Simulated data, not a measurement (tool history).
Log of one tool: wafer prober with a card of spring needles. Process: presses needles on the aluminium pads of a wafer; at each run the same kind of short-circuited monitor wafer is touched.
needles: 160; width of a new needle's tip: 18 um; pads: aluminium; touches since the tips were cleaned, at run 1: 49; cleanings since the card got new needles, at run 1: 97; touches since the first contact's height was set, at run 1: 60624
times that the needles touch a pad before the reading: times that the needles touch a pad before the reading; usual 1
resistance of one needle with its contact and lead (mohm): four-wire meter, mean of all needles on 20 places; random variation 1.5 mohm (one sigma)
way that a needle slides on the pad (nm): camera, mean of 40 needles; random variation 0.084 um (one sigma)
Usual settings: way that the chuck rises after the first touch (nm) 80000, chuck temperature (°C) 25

run     day  way that the chuck rises after the first touch (nm)  chuck temperature (°C)  times that the needles touch a pad before the reading  touches since the tips were cleaned  cleanings since the card got new needles  touches since the first contact's height was set  resistance of one needle with its contact and lead (mohm)  way that a needle slides on the pad (nm)
  1   0.000                                                80000                      25                                                      1                                   49                                        97                                             60624                                                        151                                     19710
      0.250  -- tips cleaned on abrasive film
      0.525  -- tips cleaned on abrasive film
      0.821  -- tips cleaned on abrasive film
  2   0.983                                                80000                      25                                                      1                                 1592                                       100                                             70158                                                        173                                     19610
      1.100  -- tips cleaned on abrasive film
      1.383  -- tips cleaned on abrasive film
      1.667  -- tips cleaned on abrasive film
      1.950  -- tips cleaned on abrasive film
  3   2.021                                                80000                      25                                                      1                                  689                                       104                                             80205                                                        166                                     19560
      2.246  -- tips cleaned on abrasive film
      2.550  -- tips cleaned on abrasive film
  4   2.588                                                80000                      25                                                      1                                  367                                       106                                             85685                                                        153                                     19360
      2.829  -- tips cleaned on abrasive film
      3.108  -- tips cleaned on abrasive film
  5   3.267                                                80000                      25                                                      1                                 1535                                       108                                             92276                                                        178                                     19320
      3.392  -- tips cleaned on abrasive film
      3.467  -- height of the first contact set anew
      3.654  -- tips cleaned on abrasive film
      3.904  -- tips cleaned on abrasive film
  6   4.142                                                80000                      25                                                      1                                 2336                                       111                                              6576                                                        183                                     20380
      4.208  -- tips cleaned on abrasive film
      4.504  -- tips cleaned on abrasive film
      4.804  -- tips cleaned on abrasive film
      5.079  -- tips cleaned on abrasive film
  7   5.092                                                80000                      25                                                      1                                  118                                       115                                             15742                                                        146                                     20100
      5.388  -- tips cleaned on abrasive film
      5.696  -- tips cleaned on abrasive film
      6.000  -- tips cleaned on abrasive film
  8   6.008                                                80000                      25                                                      1                                   89                                       118                                             24617                                                        149                                     19920
      6.296  -- tips cleaned on abrasive film
      6.583  -- tips cleaned on abrasive film
      6.875  -- tips cleaned on abrasive film
  9   6.933                                                80000                      25                                                      1                                  593                                       121                                             33600                                                        158                                     19930
      7.158  -- tips cleaned on abrasive film
      7.450  -- tips cleaned on abrasive film
      7.733  -- tips cleaned on abrasive film
 10   7.733                                                80000                      25                                                      1                                    0                                       124                                             41351                                                        149                                     19920
      8.012  -- tips cleaned on abrasive film
      8.312  -- tips cleaned on abrasive film
      8.562  -- tips cleaned on abrasive film
 11   8.671                                                80000                      40                                                      1                                 1083                                       127                                             50439                                                        170                                     19910
      8.854  -- tips cleaned on abrasive film
      9.138  -- tips cleaned on abrasive film
 12   9.308                                                80000                      40                                                      1                                 1680                                       129                                             56638                                                        179                                     19810
      9.438  -- tips cleaned on abrasive film
      9.688  -- tips cleaned on abrasive film
 13   9.896                                                80000                      40                                                      2                                 2030                                       131                                             62302                                                        174                                     19770
      9.958  -- tips cleaned on abrasive film
     10.258  -- tips cleaned on abrasive film
     10.508  -- tips cleaned on abrasive film
 14  10.638                                                80000                      40                                                      2                                 1303                                       134                                             69502                                                        165                                     19630
     10.767  -- tips cleaned on abrasive film
     11.071  -- tips cleaned on abrasive film
     11.346  -- tips cleaned on abrasive film
 15  11.525                                                80000                      25                                                      1                                 1770                                       137                                             78086                                                        184                                     19530
     11.654  -- tips cleaned on abrasive film
     11.950  -- tips cleaned on abrasive film
 16  12.021                                                70000                      64                                                      2                                  688                                       139                                             82886                                                        164                                     16870
     12.242  -- tips cleaned on abrasive film
     12.550  -- tips cleaned on abrasive film
 17  12.692                                                69000                      64                                                      2                                 1403                                       141                                             89389                                                        183                                     16620
     12.800  -- tips cleaned on abrasive film
     13.083  -- tips cleaned on abrasive film
     13.204  -- height of the first contact set anew
     13.362  -- tips cleaned on abrasive film
 18  13.554                                                80000                      25                                                      2                                 1869                                       144                                              3389                                                        167                                     20280
     13.621  -- tips cleaned on abrasive film
     13.875  -- tips cleaned on abrasive film
     14.125  -- tips cleaned on abrasive film
     14.438  -- tips cleaned on abrasive film
 19  14.612                                                64000                      28                                                      2                                 1703                                       148                                             13626                                                        180                                     16240
     14.725  -- tips cleaned on abrasive film
     15.017  -- tips cleaned on abrasive film
     15.329  -- tips cleaned on abrasive film
 20  15.346                                                80000                      70                                                      2                                  175                                       151                                             20723                                                        154                                     20100
     15.625  -- tips cleaned on abrasive film
     15.925  -- tips cleaned on abrasive film
     16.221  -- tips cleaned on abrasive film
 21  16.233                                                78000                      59                                                      3                                  102                                       154                                             29314                                                        155                                     19580
     16.525  -- tips cleaned on abrasive film
     16.817  -- tips cleaned on abrasive film
     17.067  -- tips cleaned on abrasive film
 22  17.096                                                62000                     120                                                      3                                  287                                       157                                             37670                                                        170                                     15450
     17.321  -- tips cleaned on abrasive film
 23  17.550                                                80000                      25                                                      2                                 2252                                       158                                             42117                                                        173                                     19880
     17.617  -- tips cleaned on abrasive film
     17.867  -- tips cleaned on abrasive film
     18.171  -- tips cleaned on abrasive film
     18.421  -- tips cleaned on abrasive film
 24  18.517                                                80000                      74                                                      2                                  934                                       162                                             51437                                                        166                                     19920
     18.700  -- tips cleaned on abrasive film
 25  18.938                                                80000                      74                                                      2                                 2344                                       163                                             55555                                                        178                                     19900
     19.004  -- tips cleaned on abrasive film
     19.254  -- tips cleaned on abrasive film
     19.546  -- tips cleaned on abrasive film
     19.850  -- tips cleaned on abrasive film
 26  19.954                                                92000                      48                                                      1                                 1022                                       167                                             65361                                                        166                                     22770
     20.133  -- tips cleaned on abrasive film
     20.429  -- tips cleaned on abrasive film
 27  20.654                                                92000                      48                                                      1                                 2232                                       169                                             72189                                                        184                                     22860

Forecast each of these 4 alternatives for the next run:
     20.721  -- tips cleaned on abrasive film
     20.992  -- tips cleaned on abrasive film
     21.275  -- tips cleaned on abrasive film
  A  21.379                                                92000                      48                                                      2                                  994                                       172                                             79166                                                          ?                                         ?
     20.721  -- tips cleaned on abrasive film
     20.992  -- tips cleaned on abrasive film
     21.275  -- tips cleaned on abrasive film
  B  21.379                                                66000                      25                                                      2                                  994                                       172                                             79166                                                          ?                                         ?
     20.721  -- tips cleaned on abrasive film
     20.992  -- tips cleaned on abrasive film
     21.275  -- tips cleaned on abrasive film
  C  21.379                                                78000                     100                                                      1                                  994                                       172                                             79166                                                          ?                                         ?
     20.721  -- tips cleaned on abrasive film
     20.992  -- tips cleaned on abrasive film
     21.275  -- tips cleaned on abrasive film
  D  21.379                                                82000                      69                                                      1                                  994                                       172                                             79166                                                          ?                                         ?

run  resistance of one needle with its contact and lead (mohm)  way that a needle slides on the pad (nm)
  A                                                        159                                     22590
  B                                                        171                                     16070
  C                                                        182                                     19050
  D                                                        173                                     20120
Without the tool's hidden state the same runs would have given:
run  resistance of one needle with its contact and lead (mohm)  way that a needle slides on the pad (nm)
  A                                                        145                                     23400
  B                                                        145                                     16880
  C                                                        155                                     19860
  D                                                        148                                     20930
